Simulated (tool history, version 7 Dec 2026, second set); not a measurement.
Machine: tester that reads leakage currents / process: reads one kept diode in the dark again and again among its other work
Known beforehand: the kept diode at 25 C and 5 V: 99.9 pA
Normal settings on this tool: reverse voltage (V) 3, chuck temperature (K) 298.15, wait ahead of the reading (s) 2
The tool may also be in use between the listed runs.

run	hour	reverse voltage (V)	chuck temperature (K)	wait ahead of the reading (s)	current that the tester gives (pA)
1	0	3	298.15	2	85.68
2	21.9	2.14	298.15	2	76.74
3	39.5	2.14	298.15	2	76.23
4	54.9	2.14	298.15	2	76.51
5	69.6	2.14	298.15	2	76.38
6	96.9	2.14	298.15	2	76.43
7	120.8	2.14	298.15	2	76.44
8	136.9	2.14	298.15	2	76.56
9	150.1	3	295.15	2	66.34
10	174.8	3	298.15	2	85.2
11	205	3	298.15	2	84.99
12	223.3	8.99	298.15	4.08	121.29
# hour 228: chuck's temperature calibrated
13	246.6	2.13	312.15	0.7	231.15
14	269.6	1.01	308.15	0.55	133.2
15	295.2	1.01	312.15	0.95	181.61
16	313.7	1.07	298.15	0.88	61.07

What will run 17 give?
17	341.6	1.07	298.15	0.88	?

Run 17 yielded current that the tester gives (pA) 61.1.
Minus the tool's unlogged condition, the same run would have read current that the tester gives (pA) 61.1.
